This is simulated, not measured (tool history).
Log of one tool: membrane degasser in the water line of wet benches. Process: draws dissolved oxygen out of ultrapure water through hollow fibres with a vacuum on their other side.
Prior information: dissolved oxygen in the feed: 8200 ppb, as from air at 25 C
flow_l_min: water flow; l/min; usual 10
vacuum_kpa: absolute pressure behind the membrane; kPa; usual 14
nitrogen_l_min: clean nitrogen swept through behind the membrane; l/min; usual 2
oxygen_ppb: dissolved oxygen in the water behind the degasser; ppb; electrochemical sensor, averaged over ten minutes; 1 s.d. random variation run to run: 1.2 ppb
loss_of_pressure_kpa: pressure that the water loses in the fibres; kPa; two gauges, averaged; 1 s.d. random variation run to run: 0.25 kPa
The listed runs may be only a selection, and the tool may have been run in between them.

Run 1, hour 0: usual settings. Result: oxygen_ppb 134.1 ppb, loss_of_pressure_kpa 67.72 kPa.
Run 2, hour 149.6: usual settings but vacuum_kpa 11.9 kPa. Result: oxygen_ppb 109.5 ppb, loss_of_pressure_kpa 67.21 kPa.
Run 3, hour 255.3: usual settings. Result: oxygen_ppb 135.4 ppb, loss_of_pressure_kpa 67.58 kPa.
Run 4, hour 432: usual settings but vacuum_kpa 10.8 kPa. Result: oxygen_ppb 96.8 ppb, loss_of_pressure_kpa 67.54 kPa.
Run 5, hour 535.1: usual settings but vacuum_kpa 10.8 kPa. Result: oxygen_ppb 98.2 ppb, loss_of_pressure_kpa 68 kPa.
At hour 551.4: vacuum gauge calibrated.
Run 6, hour 623.8: usual settings. Result: oxygen_ppb 134.3 ppb, loss_of_pressure_kpa 67.52 kPa.
Run 7, hour 816.6: usual settings. Result: oxygen_ppb 135.8 ppb, loss_of_pressure_kpa 67.8 kPa.
Run 8, hour 930.4: usual settings. Result: oxygen_ppb 133.1 ppb, loss_of_pressure_kpa 67.22 kPa.
Run 9, hour 1113.1: usual settings but nitrogen_l_min 4.02 l/min. Result: oxygen_ppb 69.5 ppb, loss_of_pressure_kpa 67.43 kPa.
Run 10, hour 1206.1: usual settings but nitrogen_l_min 4.02 l/min. Result: oxygen_ppb 70.6 ppb, loss_of_pressure_kpa 67.51 kPa.
Run 11, hour 1379.8: usual settings but vacuum_kpa 32 kPa. Result: oxygen_ppb 346 ppb, loss_of_pressure_kpa 68.24 kPa.
Run 12, hour 1516.4: usual settings but vacuum_kpa 32 kPa. Result: oxygen_ppb 345.9 ppb, loss_of_pressure_kpa 68.37 kPa.
Run 13, hour 1622: usual settings but flow_l_min 11 l/min, vacuum_kpa 32 kPa. Result: oxygen_ppb 377.6 ppb, loss_of_pressure_kpa 74.86 kPa.
Run 14, hour 1819.2: usual settings but flow_l_min 11 l/min, vacuum_kpa 32 kPa. Result: oxygen_ppb 385.7 ppb, loss_of_pressure_kpa 75.03 kPa.
Run 15, hour 1986: usual settings. Result: oxygen_ppb 137.6 ppb, loss_of_pressure_kpa 68.22 kPa.
Run 16, hour 2170.7: usual settings. Result: oxygen_ppb 135.1 ppb, loss_of_pressure_kpa 68.21 kPa.
Run 17, hour 2299.2: usual settings but flow_l_min 15 l/min, nitrogen_l_min 2.61 l/min. Result: oxygen_ppb 163.8 ppb, loss_of_pressure_kpa 103.23 kPa.
Run 18, hour 2471.1: usual settings but vacuum_kpa 18.8 kPa, nitrogen_l_min 1.32 l/min. Result: oxygen_ppb 284.7 ppb, loss_of_pressure_kpa 68.21 kPa.
Run 19, hour 2646.3: usual settings but flow_l_min 8 l/min, nitrogen_l_min 3.48 l/min. Result: oxygen_ppb 66.6 ppb, loss_of_pressure_kpa 54.59 kPa.
Run 20, hour 2816.3: usual settings but flow_l_min 9 l/min, vacuum_kpa 16.9 kPa, nitrogen_l_min 1.13 l/min. Result: oxygen_ppb 262.3 ppb, loss_of_pressure_kpa 61.66 kPa.
Run 21, hour 3002.1: usual settings but flow_l_min 9 l/min, vacuum_kpa 16.9 kPa, nitrogen_l_min 1.13 l/min. Result: oxygen_ppb 267.4 ppb, loss_of_pressure_kpa 61.79 kPa.
Run 22, hour 3097.3: usual settings but flow_l_min 7 l/min, nitrogen_l_min 3.15 l/min. Result: oxygen_ppb 62.8 ppb, loss_of_pressure_kpa 47.95 kPa.
Run 23, hour 3179.7: usual settings but nitrogen_l_min 1.63 l/min. Result: oxygen_ppb 167.4 ppb, loss_of_pressure_kpa 68.83 kPa.
Run 24, hour 3339.2: usual settings but flow_l_min 7 l/min, vacuum_kpa 25 kPa, nitrogen_l_min 0.99 l/min. Result: oxygen_ppb 373.9 ppb, loss_of_pressure_kpa 48.14 kPa.
Run 25, hour 3480.9: usual settings but flow_l_min 7 l/min, vacuum_kpa 25 kPa, nitrogen_l_min 0.99 l/min. Result: oxygen_ppb 368.6 ppb, loss_of_pressure_kpa 47.53 kPa.
Run 26, hour 3652.5: usual settings but flow_l_min 12 l/min, vacuum_kpa 10.9 kPa, nitrogen_l_min 5.81 l/min. Result: oxygen_ppb 46.9 ppb, loss_of_pressure_kpa 82.6 kPa.
Run 27, hour 3764.7: usual settings but flow_l_min 14 l/min, vacuum_kpa 11.5 kPa, nitrogen_l_min 5.16 l/min. Result: oxygen_ppb 67.9 ppb, loss_of_pressure_kpa 96.46 kPa.
Run 28, hour 3918.1: usual settings but flow_l_min 14 l/min, vacuum_kpa 11.5 kPa, nitrogen_l_min 5.16 l/min. Result: oxygen_ppb 67.4 ppb, loss_of_pressure_kpa 96.52 kPa.
Run 29, hour 4068: usual settings. Result: oxygen_ppb 140.3 ppb, loss_of_pressure_kpa 68.82 kPa.
Run 30, hour 4221.6: usual settings but flow_l_min 8 l/min, vacuum_kpa 17.6 kPa. Result: oxygen_ppb 147 ppb, loss_of_pressure_kpa 55.55 kPa.
Run 31, hour 4353.7: usual settings but flow_l_min 12 l/min, vacuum_kpa 23 kPa, nitrogen_l_min 1.51 l/min. Result: oxygen_ppb 378.4 ppb, loss_of_pressure_kpa 82.61 kPa.
Run 32, hour 4468.7: usual settings but vacuum_kpa 19.1 kPa, nitrogen_l_min 3.1 l/min. Result: oxygen_ppb 134.3 ppb, loss_of_pressure_kpa 69.14 kPa.

What if the next run were any one of these 4? Each begins from the tool's condition after run 32:
Run A, hour 4613.6: usual settings but flow_l_min 9 l/min, vacuum_kpa 19.6 kPa, nitrogen_l_min 2.26 l/min. Result: oxygen_ppb ?, loss_of_pressure_kpa ?.
Run B, hour 4613.6: usual settings but vacuum_kpa 26 kPa, nitrogen_l_min 3.1 l/min. Result: oxygen_ppb ?, loss_of_pressure_kpa ?.
Run C, hour 4613.6: usual settings but flow_l_min 8 l/min, vacuum_kpa 16.2 kPa, nitrogen_l_min 1.53 l/min. Result: oxygen_ppb ?, loss_of_pressure_kpa ?.
Run D, hour 4613.6: usual settings but flow_l_min 7 l/min. Result: oxygen_ppb ?, loss_of_pressure_kpa ?.

run  oxygen_ppb  loss_of_pressure_kpa
  A       168.2                  62.2
  B       186.4                 69.04
  C       175.3                 55.38
  D         100                 48.46
Had the tool no hidden state, the same runs would have come out as:
run  oxygen_ppb  loss_of_pressure_kpa
  A         160                 59.65
  B       178.1                 66.21
  C       166.2                 53.12
  D        93.8                 46.48
